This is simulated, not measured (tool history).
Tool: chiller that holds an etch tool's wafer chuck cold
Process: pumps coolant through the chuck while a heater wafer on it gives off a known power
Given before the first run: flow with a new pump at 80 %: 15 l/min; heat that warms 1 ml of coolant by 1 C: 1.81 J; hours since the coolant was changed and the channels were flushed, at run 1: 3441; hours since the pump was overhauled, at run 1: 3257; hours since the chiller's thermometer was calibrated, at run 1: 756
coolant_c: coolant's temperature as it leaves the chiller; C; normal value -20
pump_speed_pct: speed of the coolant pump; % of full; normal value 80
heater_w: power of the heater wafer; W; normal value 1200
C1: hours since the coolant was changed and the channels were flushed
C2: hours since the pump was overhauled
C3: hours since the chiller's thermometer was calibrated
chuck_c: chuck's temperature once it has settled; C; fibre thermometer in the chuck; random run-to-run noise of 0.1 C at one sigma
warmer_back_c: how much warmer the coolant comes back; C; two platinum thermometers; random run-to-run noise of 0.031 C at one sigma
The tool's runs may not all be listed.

run 1 hour=0.0 | coolant_c=-20 pump_speed_pct=80 heater_w=1200 | C1=3441 C2=3257 C3=756 | chuck_c=-11.5 warmer_back_c=2.67
run 2 hour=80.9 | coolant_c=-20 pump_speed_pct=80 heater_w=1200 | C1=3522 C2=3338 C3=837 | chuck_c=-11.3 warmer_back_c=2.62
run 3 hour=122.9 | coolant_c=-20 pump_speed_pct=80 heater_w=1200 | C1=3564 C2=3380 C3=879 | chuck_c=-11.4 warmer_back_c=2.59
run 4 hour=164.1 | coolant_c=-20 pump_speed_pct=80 heater_w=1200 | C1=3605 C2=3422 C3=920 | chuck_c=-11.4 warmer_back_c=2.62
run 5 hour=231.3 | coolant_c=-20 pump_speed_pct=80 heater_w=1200 | C1=3673 C2=3489 C3=987 | chuck_c=-11.5 warmer_back_c=2.58
run 6 hour=328.4 | coolant_c=-20 pump_speed_pct=80 heater_w=1459 | C1=3770 C2=3586 C3=1085 | chuck_c=-9.6 warmer_back_c=3.16
run 7 hour=384.7 | coolant_c=-20 pump_speed_pct=80 heater_w=1459 | C1=3826 C2=3642 C3=1141 | chuck_c=-9.7 warmer_back_c=3.17
run 8 hour=474.7 | coolant_c=-20 pump_speed_pct=80 heater_w=1459 | C1=3916 C2=3732 C3=1231 | chuck_c=-9.5 warmer_back_c=3.18
run 9 hour=558.9 | coolant_c=-20 pump_speed_pct=80 heater_w=1200 | C1=4000 C2=3816 C3=1315 | chuck_c=-11.3 warmer_back_c=2.60
run 10 hour=639.5 | coolant_c=-20 pump_speed_pct=80 heater_w=1200 | C1=4081 C2=3897 C3=1396 | chuck_c=-11.3 warmer_back_c=2.53
run 11 hour=737.5 | coolant_c=-20 pump_speed_pct=80 heater_w=1200 | C1=4179 C2=3995 C3=1494 | chuck_c=-11.3 warmer_back_c=2.52
run 12 hour=832.9 | coolant_c=-20 pump_speed_pct=80 heater_w=1200 | C1=4274 C2=4090 C3=1589 | chuck_c=-11.4 warmer_back_c=2.47
run 13 hour=910.1 | coolant_c=-20 pump_speed_pct=80 heater_w=1200 | C1=4351 C2=4168 C3=1666 | chuck_c=-11.4 warmer_back_c=2.50
run 14 hour=961.0 | coolant_c=-20 pump_speed_pct=80 heater_w=1200 | C1=4402 C2=4218 C3=1717 | chuck_c=-11.3 warmer_back_c=2.47
run 15 hour=1032.3 | coolant_c=-20 pump_speed_pct=80 heater_w=1200 | C1=4474 C2=4290 C3=1788 | chuck_c=-11.3 warmer_back_c=2.50
run 16 hour=1086.6 | coolant_c=-20 pump_speed_pct=71 heater_w=1200 | C1=4528 C2=4344 C3=1843 | chuck_c=-10.5 warmer_back_c=2.81
run 17 hour=1184.3 | coolant_c=-26 pump_speed_pct=86 heater_w=1258 | C1=4626 C2=4442 C3=1940 | chuck_c=-17.4 warmer_back_c=2.38
run 18 hour=1236.2 | coolant_c=-26 pump_speed_pct=86 heater_w=746 | C1=4677 C2=4494 C3=1992 | chuck_c=-20.9 warmer_back_c=1.28
run 19 hour=1318.7 | coolant_c=-20 pump_speed_pct=86 heater_w=1157 | C1=4760 C2=4576 C3=2075 | chuck_c=-12.1 warmer_back_c=2.10
run 20 hour=1360.4 | coolant_c=-16 pump_speed_pct=61 heater_w=1352 | C1=4802 C2=4618 C3=2117 | chuck_c=-4.0 warmer_back_c=3.69
run 21 hour=1440.4 | coolant_c=-16 pump_speed_pct=61 heater_w=1352 | C1=4882 C2=4698 C3=2197 | chuck_c=-4.1 warmer_back_c=3.66
run 22 hour=1511.7 | coolant_c=-16 pump_speed_pct=79 heater_w=1200 | C1=4953 C2=4769 C3=2268 | chuck_c=-7.2 warmer_back_c=2.34
run 23 hour=1553.5 | coolant_c=-13 pump_speed_pct=87 heater_w=884 | C1=4995 C2=4811 C3=2310 | chuck_c=-7.0 warmer_back_c=1.47
run 24 hour=1615.9 | coolant_c=-20 pump_speed_pct=80 heater_w=1722 | C1=5057 C2=4873 C3=2372 | chuck_c=-7.5 warmer_back_c=3.59
-- hour=1623.6 gauge calibrated
run 25 hour=1661.3 | coolant_c=-18 pump_speed_pct=74 heater_w=778 | C1=5103 C2=4919 C3=2417 | chuck_c=-12.1 warmer_back_c=1.92
run 26 hour=1750.3 | coolant_c=-18 pump_speed_pct=74 heater_w=778 | C1=5192 C2=5008 C3=2506 | chuck_c=-12.0 warmer_back_c=1.80
run 27 hour=1835.2 | coolant_c=-18 pump_speed_pct=74 heater_w=778 | C1=5276 C2=5093 C3=2591 | chuck_c=-12.1 warmer_back_c=1.85
run 28 hour=1922.2 | coolant_c=-24 pump_speed_pct=86 heater_w=691 | C1=5363 C2=5180 C3=2678 | chuck_c=-19.2 warmer_back_c=1.38
-- hour=1979.3 chiller's thermometer calibrated
run 29 hour=2002.3 | coolant_c=-28 pump_speed_pct=72 heater_w=1200 | C1=5443 C2=5259 C3=23 | chuck_c=-18.6 warmer_back_c=2.83
run 30 hour=2057.0 | coolant_c=-20 pump_speed_pct=73 heater_w=642 | C1=5497 C2=5314 C3=78 | chuck_c=-15.1 warmer_back_c=1.42
-- hour=2132.8 coolant changed, channels flushed
run 31 hour=2144.0 | coolant_c=-14 pump_speed_pct=82 heater_w=613 | C1=11 C2=5394 C3=159 | chuck_c=-9.6 warmer_back_c=1.19

Hidden condition of the tool, last listed run before each entry between runs versus first listed run after:
In the gap between runs 24 and 25: gauge calibrated (hour 1623.6)
  drift of the gauge itself on warmer_back_c, C: -0.29 -> -0.01
  measured value less the no-hidden-state value, warmer_back_c: -0.28 -> -0.01 C
In the gap between runs 28 and 29: chiller's thermometer calibrated (hour 1979.3)
  drift of the gauge itself on warmer_back_c, C: -0.05 -> -0.07
  measured value less the no-hidden-state value, warmer_back_c: -0.05 -> -0.06 C
In the gap between runs 30 and 31: coolant changed, channels flushed (hour 2132.8)
  heat passed by the chuck's channels, % of clean ones': 99.8 -> 100; drift of the gauge itself on warmer_back_c, C: -0.08 -> -0.09
  measured value less the no-hidden-state value, warmer_back_c: -0.08 -> -0.09 C
